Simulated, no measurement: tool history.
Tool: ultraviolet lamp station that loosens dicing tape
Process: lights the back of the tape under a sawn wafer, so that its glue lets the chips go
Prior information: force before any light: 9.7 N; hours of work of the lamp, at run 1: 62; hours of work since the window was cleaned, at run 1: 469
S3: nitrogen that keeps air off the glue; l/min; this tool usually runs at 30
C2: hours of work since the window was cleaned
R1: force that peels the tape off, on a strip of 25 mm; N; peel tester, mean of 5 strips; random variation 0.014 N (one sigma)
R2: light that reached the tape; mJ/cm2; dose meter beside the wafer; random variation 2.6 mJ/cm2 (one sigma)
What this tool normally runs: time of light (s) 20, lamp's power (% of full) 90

Run 1, hour 0: usual settings; hours of work of the lamp 62; C2 469. Result: R1 0.737 N, R2 315 mJ/cm2.
Run 2, hour 9.6: usual settings; hours of work of the lamp 68; C2 475. Result: R1 0.755 N, R2 315 mJ/cm2.
Run 3, hour 23.4: usual settings; hours of work of the lamp 77; C2 483. Result: R1 0.782 N, R2 316 mJ/cm2.
Run 4, hour 34.4: usual settings; hours of work of the lamp 84; C2 490. Result: R1 0.804 N, R2 313 mJ/cm2.
Run 5, hour 49.1: usual settings; hours of work of the lamp 93; C2 500. Result: R1 0.802 N, R2 308 mJ/cm2.
Run 6, hour 68.2: usual settings but S3 21 l/min; hours of work of the lamp 105; C2 512. Result: R1 0.963 N, R2 311 mJ/cm2.
Run 7, hour 79.9: usual settings but S3 21 l/min; hours of work of the lamp 112; C2 519. Result: R1 0.986 N, R2 309 mJ/cm2.
Run 8, hour 89.6: usual settings but S3 21 l/min; hours of work of the lamp 118; C2 525. Result: R1 0.986 N, R2 308 mJ/cm2.
Run 9, hour 99.6: usual settings; hours of work of the lamp 125; C2 531. Result: R1 0.85 N, R2 308 mJ/cm2.
Run 10, hour 118.2: usual settings; hours of work of the lamp 136; C2 543. Result: R1 0.833 N, R2 302 mJ/cm2.

Forecast run 11:
Run 11, hour 134.7: usual settings but lamp's power (% of full) 64, S3 18 l/min; hours of work of the lamp 147; C2 553. Result: R1 ?, R2 ?.

R1: 1.876 N
R2: 216 mJ/cm2
Had the tool carried no hidden state, the very same run would have given R1 1.551 N, R2 244 mJ/cm2.
